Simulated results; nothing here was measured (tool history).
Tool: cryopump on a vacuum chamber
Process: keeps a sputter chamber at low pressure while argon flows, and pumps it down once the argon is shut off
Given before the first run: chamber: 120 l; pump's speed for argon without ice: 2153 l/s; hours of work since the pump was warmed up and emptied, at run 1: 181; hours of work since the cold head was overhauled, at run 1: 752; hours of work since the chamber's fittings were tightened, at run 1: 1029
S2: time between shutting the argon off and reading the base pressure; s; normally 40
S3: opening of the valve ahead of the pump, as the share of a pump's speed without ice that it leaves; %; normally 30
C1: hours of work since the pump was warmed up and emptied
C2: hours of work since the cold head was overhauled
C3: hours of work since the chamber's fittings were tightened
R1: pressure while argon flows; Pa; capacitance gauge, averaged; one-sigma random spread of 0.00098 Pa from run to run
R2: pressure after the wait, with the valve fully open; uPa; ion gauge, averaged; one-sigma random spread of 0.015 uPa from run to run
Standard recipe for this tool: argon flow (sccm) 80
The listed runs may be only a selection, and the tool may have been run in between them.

run 1 hour=0 | argon_flow_(sccm)=80 S2=40 S3=30 | C1=181 C2=752 C3=1029 | R1=0.2161 R2=0.94
run 2 hour=30.4 | argon_flow_(sccm)=80 S2=40 S3=30 | C1=202 C2=772 C3=1050 | R1=0.2176 R2=0.94
run 3 hour=51 | argon_flow_(sccm)=80 S2=40 S3=30 | C1=216 C2=786 C3=1064 | R1=0.2163 R2=0.95
run 4 hour=67 | argon_flow_(sccm)=80 S2=40 S3=30 | C1=226 C2=797 C3=1074 | R1=0.2171 R2=0.93
run 5 hour=101.3 | argon_flow_(sccm)=80 S2=205 S3=30 | C1=250 C2=820 C3=1098 | R1=0.217 R2=0.39
run 6 hour=116.2 | argon_flow_(sccm)=80 S2=40 S3=30 | C1=260 C2=830 C3=1108 | R1=0.2187 R2=0.97
run 7 hour=148.1 | argon_flow_(sccm)=80 S2=49 S3=30 | C1=281 C2=852 C3=1129 | R1=0.2205 R2=0.84
run 8 hour=169.9 | argon_flow_(sccm)=80 S2=40 S3=26 | C1=296 C2=866 C3=1144 | R1=0.2517 R2=0.95
run 9 hour=184.4 | argon_flow_(sccm)=80 S2=40 S3=30 | C1=306 C2=876 C3=1154 | R1=0.2202 R2=0.99
run 10 hour=216.7 | argon_flow_(sccm)=80 S2=40 S3=30 | C1=327 C2=898 C3=1175 | R1=0.2197 R2=0.97
run 11 hour=251.2 | argon_flow_(sccm)=80 S2=40 S3=30 | C1=351 C2=921 C3=1199 | R1=0.2225 R2=0.97
run 12 hour=275.6 | argon_flow_(sccm)=80 S2=40 S3=30 | C1=367 C2=938 C3=1215 | R1=0.2228 R2=0.99
run 13 hour=297.5 | argon_flow_(sccm)=80 S2=40 S3=30 | C1=382 C2=952 C3=1230 | R1=0.2248 R2=0.97
run 14 hour=317.7 | argon_flow_(sccm)=159 S2=21 S3=19 | C1=396 C2=966 C3=1244 | R1=0.6849 R2=1.66
run 15 hour=331.8 | argon_flow_(sccm)=159 S2=21 S3=19 | C1=405 C2=975 C3=1253 | R1=0.6813 R2=1.66
run 16 hour=358.2 | argon_flow_(sccm)=40 S2=286 S3=49 | C1=423 C2=993 C3=1271 | R1=0.0718 R2=0.39
run 17 hour=377.4 | argon_flow_(sccm)=121 S2=199 S3=44 | C1=436 C2=1006 C3=1284 | R1=0.2425 R2=0.44
run 18 hour=411.9 | argon_flow_(sccm)=100 S2=179 S3=44 | C1=459 C2=1029 C3=1307 | R1=0.2018 R2=0.43
run 19 hour=446 | argon_flow_(sccm)=55 S2=24 S3=50 | C1=482 C2=1052 C3=1330 | R1=0.0993 R2=1.48

For run 20, what comes out?
run 20 hour=462.2 | argon_flow_(sccm)=41 S2=71 S3=57 | C1=493 C2=1063 C3=1341 | R1=? R2=?

R1: 0.0669 Pa
R2: 0.71 uPa
With no hidden state in the tool, this same run would have given R1 0.0567 Pa, R2 0.56 uPa.
